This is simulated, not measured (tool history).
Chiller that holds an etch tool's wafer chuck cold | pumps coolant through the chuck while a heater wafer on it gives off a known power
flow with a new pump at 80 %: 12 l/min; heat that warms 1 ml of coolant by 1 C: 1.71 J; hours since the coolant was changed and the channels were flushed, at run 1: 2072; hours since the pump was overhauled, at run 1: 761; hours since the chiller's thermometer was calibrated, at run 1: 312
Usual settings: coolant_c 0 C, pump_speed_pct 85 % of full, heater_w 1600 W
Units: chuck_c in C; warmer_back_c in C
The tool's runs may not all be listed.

run	day	coolant_c	pump_speed_pct	heater_w	hours since the coolant was changed and the channels were flushed	hours since the pump was overhauled	hours since the chiller's thermometer was calibrated	chuck_c	warmer_back_c
1	0	0	85	1600	2072	761	312	11.4	4.47
2	1.375	0	85	1600	2105	794	345	11.3	4.54
3	2.25	0	85	1600	2126	815	366	11.3	4.58
4	3.346	0	85	1600	2152	841	393	11.6	4.62
5	4.346	0	85	1600	2176	865	417	11.6	4.59
6	5.375	0	85	1600	2201	890	441	11.4	4.57
7	6.658	0	85	1600	2232	921	472	11.6	4.6
8	7.525	0	85	1600	2252	941	493	11.6	4.57
9	8.112	0	85	2141	2266	955	507	15.4	6.13
10	8.729	0	85	2141	2281	970	522	15.4	6.14
11	9.383	0	85	2141	2297	986	538	15.3	6.13
12	10.129	-5	85	1600	2315	1004	555	6.5	4.6
13	10.842	0	95	1600	2332	1021	573	10.5	4.13
14	12.083	0	95	1600	2362	1051	602	10.3	4
15	13.171	0	95	1600	2388	1077	628	10.6	4.12
16	14.371	-4	85	1600	2417	1106	657	7.6	4.61
17	15.746	-4	85	1600	2450	1139	690	7.6	4.6
18	17.058	-4	71	1600	2481	1170	722	9.6	5.61
19	18.242	0	85	1380	2510	1199	750	10.1	4.01
20	18.867	0	63	1600	2525	1214	765	15.2	6.46
21	19.879	0	63	1600	2549	1238	789	15.2	6.5
22	21.221	-10	86	1145	2581	1270	822	-1.7	3.37
23	22.575	-10	86	1145	2614	1303	854	-1.7	3.27
24	23.217	-10	86	1145	2629	1318	870	-1.7	3.34
25	24.592	-10	86	1145	2662	1351	903	-1.7	3.3
26	25.3	2	86	2260	2679	1368	920	18.6	6.55
27	26.025	8	66	1565	2696	1385	937	22.3	6.06
28	26.929	-8	91	1084	2718	1407	959	-0.6	2.97
29	27.608	0	98	1600	2734	1423	975	10.6	4.05
30	28.321	-4	62	1883	2751	1440	992	14.1	7.77
31	29.196	5	93	946	2772	1461	1013	11.5	2.5

Some steps in chuck_c between neighbouring runs. How much of each would the tool show without its hidden state too (settings, what came in, random variation), and how much is left for the hidden state, with any gauge scatter that isn't in both results?
The hidden state here: heat passed by the chuck's channels, % of clean ones'; flow at a given pump speed, % of a new pump's; coolant's true temperature over the reading, C; drift of the gauge itself on chuck_c, C; drift of the gauge itself on warmer_back_c, C.
Run 21 -> 22: coolant_c 0 -> -10, pump_speed_pct 63 -> 86, heater_w 1600 -> 1145. chuck_c -16.9 C: hidden state -0.9, all else -16.
Run 25 -> 26: coolant_c -10 -> 2, heater_w 1145 -> 2260. chuck_c +20.3 C: hidden state +1.3, all else +19.
Run 27 -> 28: coolant_c 8 -> -8, pump_speed_pct 66 -> 91, heater_w 1565 -> 1084. chuck_c -22.9 C: hidden state -1.1, all else -21.8.
Run 29 -> 30: coolant_c 0 -> -4, pump_speed_pct 98 -> 62, heater_w 1600 -> 1883. chuck_c +3.5 C: hidden state +1.2, all else +2.3.
Run 30 -> 31: coolant_c -4 -> 5, pump_speed_pct 62 -> 93, heater_w 1883 -> 946. chuck_c -2.6 C: hidden state -1.8, all else -0.8.

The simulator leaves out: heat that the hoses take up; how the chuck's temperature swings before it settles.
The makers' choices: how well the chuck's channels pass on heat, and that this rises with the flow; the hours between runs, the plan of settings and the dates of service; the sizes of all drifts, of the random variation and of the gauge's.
